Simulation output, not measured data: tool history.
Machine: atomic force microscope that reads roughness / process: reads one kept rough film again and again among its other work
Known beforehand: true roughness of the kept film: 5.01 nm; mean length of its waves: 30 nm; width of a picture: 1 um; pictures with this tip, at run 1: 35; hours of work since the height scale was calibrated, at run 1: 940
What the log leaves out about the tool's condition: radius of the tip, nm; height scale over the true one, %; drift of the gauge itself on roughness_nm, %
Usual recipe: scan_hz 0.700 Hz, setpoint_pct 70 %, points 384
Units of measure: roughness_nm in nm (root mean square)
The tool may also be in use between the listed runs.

run,day,scan_hz,setpoint_pct,points,pictures with this tip,hours of work since the height scale was calibrated,roughness_nm
1,0.000,0.700,70,384,35,940,3.900
2,3.100,3.487,70,384,158,986,3.363
# day 5.558: new tip fitted
3,6.158,3.487,70,384,23,1030,3.415
4,7.983,0.898,70,384,96,1057,3.892
5,10.479,0.700,70,384,195,1094,3.920
# day 11.988: new tip fitted
6,13.071,0.700,70,384,43,1132,3.907
7,16.129,0.700,70,384,164,1176,3.909
# day 18.408: new tip fitted
8,18.504,2.493,70,384,4,1211,3.558
9,21.317,2.493,70,384,115,1252,3.552
10,23.417,3.342,74,300,198,1283,3.228
# day 24.804: new tip fitted
11,26.117,3.342,74,300,52,1322,3.240
12,28.188,1.438,70,378,134,1353,3.763
13,30.262,1.438,70,378,217,1383,3.767
# day 31.296: new tip fitted
14,32.108,0.611,86,506,32,1410,3.763
15,34.529,0.611,86,506,128,1446,3.783

Expected results for the next run?
16,37.142,0.666,88,380,231,1484,?

roughness_nm: 3.688 nm (root mean square)
The same run, on a tool lacking any hidden state, would have yielded roughness_nm 3.694 nm (root mean square).
